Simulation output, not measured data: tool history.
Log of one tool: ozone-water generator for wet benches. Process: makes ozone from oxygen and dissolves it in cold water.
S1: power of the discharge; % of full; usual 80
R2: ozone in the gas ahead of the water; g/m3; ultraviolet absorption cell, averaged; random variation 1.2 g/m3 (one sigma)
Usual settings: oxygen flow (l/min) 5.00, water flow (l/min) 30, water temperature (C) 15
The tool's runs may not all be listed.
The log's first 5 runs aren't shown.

{"run": 6, "hour": 129.1, "S1": 80, "oxygen flow (l/min)": 5.0, "water flow (l/min)": 44, "water temperature (C)": 15, "dissolved ozone (ppm)": 10.6, "R2": 206.4}
{"run": 7, "hour": 147.6, "S1": 80, "oxygen flow (l/min)": 5.0, "water flow (l/min)": 45, "water temperature (C)": 15, "dissolved ozone (ppm)": 10.3, "R2": 205.2}
{"run": 8, "hour": 175.4, "S1": 80, "oxygen flow (l/min)": 5.0, "water flow (l/min)": 45, "water temperature (C)": 15, "dissolved ozone (ppm)": 10.3, "R2": 206.7}
{"run": 9, "hour": 192.0, "S1": 47, "oxygen flow (l/min)": 5.0, "water flow (l/min)": 30, "water temperature (C)": 15, "dissolved ozone (ppm)": 9.7, "R2": 126.7}
{"run": 10, "hour": 216.9, "S1": 96, "oxygen flow (l/min)": 5.0, "water flow (l/min)": 30, "water temperature (C)": 15, "dissolved ozone (ppm)": 18.7, "R2": 243.8}
{"run": 11, "hour": 243.1, "S1": 96, "oxygen flow (l/min)": 3.79, "water flow (l/min)": 30, "water temperature (C)": 15, "dissolved ozone (ppm)": 17.1, "R2": 271.8}
{"run": 12, "hour": 265.9, "S1": 96, "oxygen flow (l/min)": 3.79, "water flow (l/min)": 30, "water temperature (C)": 15, "dissolved ozone (ppm)": 17.2, "R2": 271.7}
{"run": 13, "hour": 295.9, "S1": 96, "oxygen flow (l/min)": 3.79, "water flow (l/min)": 30, "water temperature (C)": 15, "dissolved ozone (ppm)": 17.2, "R2": 273.1}
{"run": 14, "hour": 316.2, "S1": 80, "oxygen flow (l/min)": 5.0, "water flow (l/min)": 30, "water temperature (C)": 15, "dissolved ozone (ppm)": 15.5, "R2": 204.2}
{"run": 15, "hour": 337.2, "S1": 80, "oxygen flow (l/min)": 5.0, "water flow (l/min)": 30, "water temperature (C)": 15, "dissolved ozone (ppm)": 15.5, "R2": 203.8}
{"run": 16, "hour": 358.9, "S1": 80, "oxygen flow (l/min)": 5.0, "water flow (l/min)": 30, "water temperature (C)": 15, "dissolved ozone (ppm)": 15.5, "R2": 206.2}
{"run": 17, "hour": 388.5, "S1": 80, "oxygen flow (l/min)": 5.0, "water flow (l/min)": 30, "water temperature (C)": 15, "dissolved ozone (ppm)": 15.7, "R2": 201.9}
{"run": 18, "hour": 423.1, "S1": 80, "oxygen flow (l/min)": 5.0, "water flow (l/min)": 30, "water temperature (C)": 15, "dissolved ozone (ppm)": 15.5, "R2": 205.5}
{"run": 19, "hour": 440.7, "S1": 80, "oxygen flow (l/min)": 5.0, "water flow (l/min)": 30, "water temperature (C)": 15, "dissolved ozone (ppm)": 15.5, "R2": 201.9}
{"run": 20, "hour": 471.9, "S1": 49, "oxygen flow (l/min)": 5.0, "water flow (l/min)": 25, "water temperature (C)": 15, "dissolved ozone (ppm)": 11.9, "R2": 132.1}
{"run": 21, "hour": 502.2, "S1": 74, "oxygen flow (l/min)": 2.67, "water flow (l/min)": 42, "water temperature (C)": 15, "dissolved ozone (ppm)": 7.9, "R2": 244.4}
{"run": 22, "hour": 525.7, "S1": 80, "oxygen flow (l/min)": 5.0, "water flow (l/min)": 33, "water temperature (C)": 17, "dissolved ozone (ppm)": 13.7, "R2": 202.3}
{"hour": 532.4, "done": "contactor cleaned"}
{"run": 23, "hour": 550.1, "S1": 48, "oxygen flow (l/min)": 6.51, "water flow (l/min)": 27, "water temperature (C)": 18, "dissolved ozone (ppm)": 10.8, "R2": 113.8}
{"run": 24, "hour": 584.0, "S1": 48, "oxygen flow (l/min)": 6.51, "water flow (l/min)": 27, "water temperature (C)": 18, "dissolved ozone (ppm)": 10.6, "R2": 115.8}
{"run": 25, "hour": 604.8, "S1": 66, "oxygen flow (l/min)": 7.72, "water flow (l/min)": 22, "water temperature (C)": 15, "dissolved ozone (ppm)": 18.5, "R2": 143.5}
{"run": 26, "hour": 619.6, "S1": 85, "oxygen flow (l/min)": 7.72, "water flow (l/min)": 24, "water temperature (C)": 11, "dissolved ozone (ppm)": 22.7, "R2": 180.8}
{"run": 27, "hour": 641.6, "S1": 85, "oxygen flow (l/min)": 7.72, "water flow (l/min)": 24, "water temperature (C)": 11, "dissolved ozone (ppm)": 22.5, "R2": 181.3}
{"hour": 664.9, "done": "contactor cleaned, once more"}
{"run": 28, "hour": 677.0, "S1": 82, "oxygen flow (l/min)": 7.72, "water flow (l/min)": 24, "water temperature (C)": 13, "dissolved ozone (ppm)": 22.6, "R2": 174.4}
{"run": 29, "hour": 696.4, "S1": 61, "oxygen flow (l/min)": 8.14, "water flow (l/min)": 26, "water temperature (C)": 9, "dissolved ozone (ppm)": 17.1, "R2": 129.7}

Forecast run 30:
{"run": 30, "hour": 727.3, "S1": 61, "oxygen flow (l/min)": 8.14, "water flow (l/min)": 26, "water temperature (C)": 22, "dissolved ozone (ppm)": "?", "R2": "?"}

dissolved ozone (ppm): 14.2
R2: 130.2 g/m3
Without the tool's hidden state the same run would have given dissolved ozone (ppm) 14.7, R2 133.9 g/m3.

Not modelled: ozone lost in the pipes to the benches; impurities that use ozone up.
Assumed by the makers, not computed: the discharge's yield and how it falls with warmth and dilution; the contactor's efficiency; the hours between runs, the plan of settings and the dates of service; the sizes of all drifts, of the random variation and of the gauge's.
